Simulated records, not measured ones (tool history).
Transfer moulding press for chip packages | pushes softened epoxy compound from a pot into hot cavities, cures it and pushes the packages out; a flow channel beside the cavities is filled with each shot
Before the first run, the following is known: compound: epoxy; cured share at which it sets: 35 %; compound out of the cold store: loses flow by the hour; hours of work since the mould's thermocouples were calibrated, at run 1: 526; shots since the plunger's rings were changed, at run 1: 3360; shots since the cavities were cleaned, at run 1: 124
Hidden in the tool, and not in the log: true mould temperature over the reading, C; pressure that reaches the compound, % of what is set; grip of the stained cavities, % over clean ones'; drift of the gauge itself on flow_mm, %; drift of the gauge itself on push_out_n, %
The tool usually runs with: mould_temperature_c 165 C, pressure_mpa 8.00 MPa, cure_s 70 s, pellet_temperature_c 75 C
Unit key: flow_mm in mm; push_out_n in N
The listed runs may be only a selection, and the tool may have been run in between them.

run,hour,mould_temperature_c,pressure_mpa,cure_s,pellet_temperature_c,hours of work since the mould's thermocouples were calibrated,shots since the plunger's rings were changed,shots since the cavities were cleaned,incoming compound's hours out of the cold store,flow_mm,push_out_n
1,0.0,165,8.00,70,75,526,3360,124,29.1,635,717
2,37.3,170,8.00,70,75,543,3780,544,38.8,580,685
# hour 80.3: cavities cleaned with cleaning compound and waxed
3,82.8,170,8.00,70,75,563,4275,28,10.1,666,479
4,129.4,170,8.00,70,75,584,4799,552,43.1,556,695
5,167.2,165,8.00,70,75,601,5225,978,32.9,596,1015
# hour 172.0: cavities cleaned with cleaning compound and waxed
6,219.3,165,8.00,70,75,624,5793,531,40.8,574,850
# hour 250.4: plunger's sealing rings changed
# hour 266.3: cavities cleaned with cleaning compound and waxed
7,267.3,165,8.00,70,75,643,173,11,42.0,615,603
8,294.6,165,8.00,70,75,656,480,318,29.0,665,827
9,330.3,165,8.00,70,75,672,881,719,15.9,703,1033
# hour 356.6: cavities cleaned with cleaning compound and waxed
10,356.6,165,8.00,70,75,683,1160,0,11.5,717,655
11,382.1,165,8.00,70,75,695,1448,288,17.9,690,819
12,430.7,165,8.00,109,75,717,1994,834,46.1,600,692
# hour 446.6: cavities cleaned with cleaning compound and waxed
13,465.1,165,8.00,109,75,731,2364,208,30.1,639,520
14,492.2,165,8.00,109,75,744,2669,513,45.8,593,616
# hour 538.4: cavities cleaned with cleaning compound and waxed
15,542.0,173,7.15,58,80,765,3212,40,23.5,585,554
16,583.9,167,8.00,70,69,784,3684,512,42.1,583,819
# hour 629.4: cavities cleaned with cleaning compound and waxed
17,629.4,167,9.15,70,82,804,4178,0,24.7,670,550
18,664.2,166,6.13,71,82,820,4570,392,26.2,546,766
19,710.6,166,6.13,71,82,841,5092,914,46.4,488,931
# hour 719.8: mould's thermocouples calibrated
# hour 725.5: cavities cleaned with cleaning compound and waxed
20,754.1,165,8.41,94,75,15,5541,321,10.5,686,576
21,793.4,165,8.41,94,75,33,5983,763,30.1,616,697
# hour 808.0: plunger's sealing rings changed
# hour 819.6: cavities cleaned with cleaning compound and waxed
22,841.8,160,8.41,94,74,53,363,250,18.5,733,662
23,863.0,160,8.41,94,74,62,601,488,11.0,767,789
# hour 910.4: cavities cleaned with cleaning compound and waxed
24,910.4,160,8.41,94,83,83,1118,0,40.1,647,474
25,940.0,165,9.21,70,75,96,1451,333,34.6,667,771
26,961.0,170,6.76,70,75,106,1687,569,15.3,623,695
27,991.1,162,9.34,70,75,119,2025,907,38.8,674,1167
# hour 1002.0: cavities cleaned with cleaning compound and waxed
28,1017.6,158,6.03,98,75,131,2306,175,31.3,575,606

Below are 3 alternative next runs, each starting from the tool's condition after run 28. Predict each:
A,1051.7,168,6.03,50,75,146,2690,559,14.8,?,?
B,1051.7,165,8.00,70,82,146,2690,559,16.3,?,?
C,1051.7,165,8.00,70,77,146,2690,559,37.6,?,?

run,flow_mm,push_out_n
A,578,1574
B,677,909
C,607,878
The same runs, with their run-to-run variation unchanged, on a tool lacking any hidden condition would have given:
run,flow_mm,push_out_n
A,601,972
B,703,564
C,631,548
